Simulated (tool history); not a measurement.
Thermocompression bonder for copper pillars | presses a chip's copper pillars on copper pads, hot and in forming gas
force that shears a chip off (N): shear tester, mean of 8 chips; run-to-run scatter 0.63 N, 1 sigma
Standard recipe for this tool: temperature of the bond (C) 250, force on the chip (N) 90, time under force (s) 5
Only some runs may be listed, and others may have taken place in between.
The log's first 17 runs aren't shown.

run,hour,temperature of the bond (C),force on the chip (N),time under force (s),hours of work since the heater was calibrated,hours of work since the force cell was calibrated,hours of work since the gas filter was changed,force that shears a chip off (N)
18,1336.1,250,90,5,347,1002,48,35.2
19,1407.1,250,90,5,383,1039,85,35.7
20,1478.7,250,90,5,421,1077,123,34.2
21,1572.6,250,129,13,470,1125,171,60.5
# hour 1581.5: forming gas filter changed
22,1675.8,235,129,11,523,1179,49,48.0
23,1771.3,235,129,11,573,1228,99,46.7
24,1837.2,233,60,14,607,1263,133,25.7
25,1879.6,233,60,14,629,1285,155,24.9
# hour 1922.2: forming gas filter changed
26,1983.3,244,90,6,682,1338,32,32.1
27,2065.9,252,73,10,725,1381,75,38.2
28,2143.3,275,59,6,766,1421,115,36.3
29,2192.0,274,105,5,791,1447,140,53.9
# hour 2267.4: forming gas filter changed
30,2275.9,268,90,4,834,1490,4,42.2

Expected results for the next run?
31,2359.9,243,81,4,878,1534,48,?

For run 31 the tool returned force that shears a chip off (N) 23.1.
With the hidden condition absent and the run-to-run variation left alone, this run would have shown force that shears a chip off (N) 27.6.
